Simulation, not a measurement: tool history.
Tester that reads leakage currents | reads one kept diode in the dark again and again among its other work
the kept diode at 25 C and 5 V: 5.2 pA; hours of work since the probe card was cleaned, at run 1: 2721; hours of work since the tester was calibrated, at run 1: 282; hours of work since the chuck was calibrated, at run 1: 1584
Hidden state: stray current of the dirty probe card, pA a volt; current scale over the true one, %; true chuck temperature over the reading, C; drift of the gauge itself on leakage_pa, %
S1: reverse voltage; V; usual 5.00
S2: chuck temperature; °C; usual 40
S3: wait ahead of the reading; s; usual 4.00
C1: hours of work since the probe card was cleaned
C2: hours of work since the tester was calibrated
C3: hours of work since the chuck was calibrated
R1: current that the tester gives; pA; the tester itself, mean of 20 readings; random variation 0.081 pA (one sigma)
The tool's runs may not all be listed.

run    hour     S1  S2    S3    C1    C2    C3     R1
  1     0.0   5.00  40  4.00  2721   282  1584  23.28
  2    89.3   5.00  30  4.00  2793   353  1656  12.68
  3   168.5   5.00  30  4.00  2856   416  1719  12.71
  4   249.5   5.00  30  4.00  2921   481  1784  12.70
      337.2  -- probe card cleaned and baked
  5   343.1   5.00  30  4.00     5   553  1856   7.21
  6   411.7   5.00  30  4.00    59   608  1911   7.29
  7   502.9   2.02  40  4.00   132   681  1984  12.71
      528.5  -- chuck's temperature calibrated
  8   638.8   2.02  40  4.00   239   788    88  15.52
  9   712.7   2.02  40  4.00   298   847   147  15.38
 10   777.5   2.02  40  4.00   350   899   199  15.48
 11   863.0   5.00  40  4.00   419   967   267  21.56
 12   922.3   5.00  40  4.00   466  1015   315  21.66
 13  1001.1   5.00  40  4.00   529  1078   378  21.74
 14  1133.7   5.00  40  4.00   635  1184   484  21.56
 15  1255.8   5.00  40  4.00   732  1281   581  21.56
 16  1393.6   5.00  28  4.00   843  1391   691   8.34
 17  1526.4   5.00  28  4.00   949  1497   797   8.53
 18  1614.2  10.24  34  0.48  1019  1568   868  22.20
 19  1684.9   5.00  48  4.29  1075  1624   924  40.67
 20  1761.9   5.00  48  4.29  1137  1686   986  40.67
 21  1835.6   9.59  48  0.70  1196  1745  1045  54.69
 22  1919.1   9.59  48  0.70  1263  1811  1111  54.39
 23  2001.4   9.59  48  0.70  1328  1877  1177  54.06
 24  2115.8   1.86  25  0.70  1420  1968  1269   4.69
 25  2187.3   3.42  27  0.70  1477  2026  1326   7.64
 26  2319.9   5.11  48  0.70  1583  2131  1432  41.52
 27  2377.6   5.11  48  0.70  1629  2178  1478  41.03
 28  2492.4   1.06  48  1.04  1721  2269  1569  21.81
 29  2579.7   1.06  48  1.04  1790  2339  1639  21.69
 30  2652.7   2.44  58  3.28  1849  2397  1698  65.14

Some steps in R1 between neighbouring runs. How much of each would the tool show without its hidden state too (settings, what came in, random variation), and how much is left for the hidden state, with any gauge scatter that isn't in both results?
Run 4 -> 5: probe card cleaned and baked. R1 -5.49 pA: hidden state -5.54, all else +0.05.
Run 18 -> 19: S1 10.24 -> 5.00, S2 34 -> 48, S3 0.48 -> 4.29. R1 +18.47 pA: hidden state -3.94, all else +22.41.
Run 23 -> 24: S1 9.59 -> 1.86, S2 48 -> 25. R1 -49.37 pA: hidden state +1.04, all else -50.41.
Run 25 -> 26: S1 3.42 -> 5.11, S2 27 -> 48. R1 +33.88 pA: hidden state -3.36, all else +37.24.
Run 29 -> 30: S1 1.06 -> 2.44, S2 48 -> 58, S3 1.04 -> 3.28. R1 +43.45 pA: hidden state -5.61, all else +49.06.

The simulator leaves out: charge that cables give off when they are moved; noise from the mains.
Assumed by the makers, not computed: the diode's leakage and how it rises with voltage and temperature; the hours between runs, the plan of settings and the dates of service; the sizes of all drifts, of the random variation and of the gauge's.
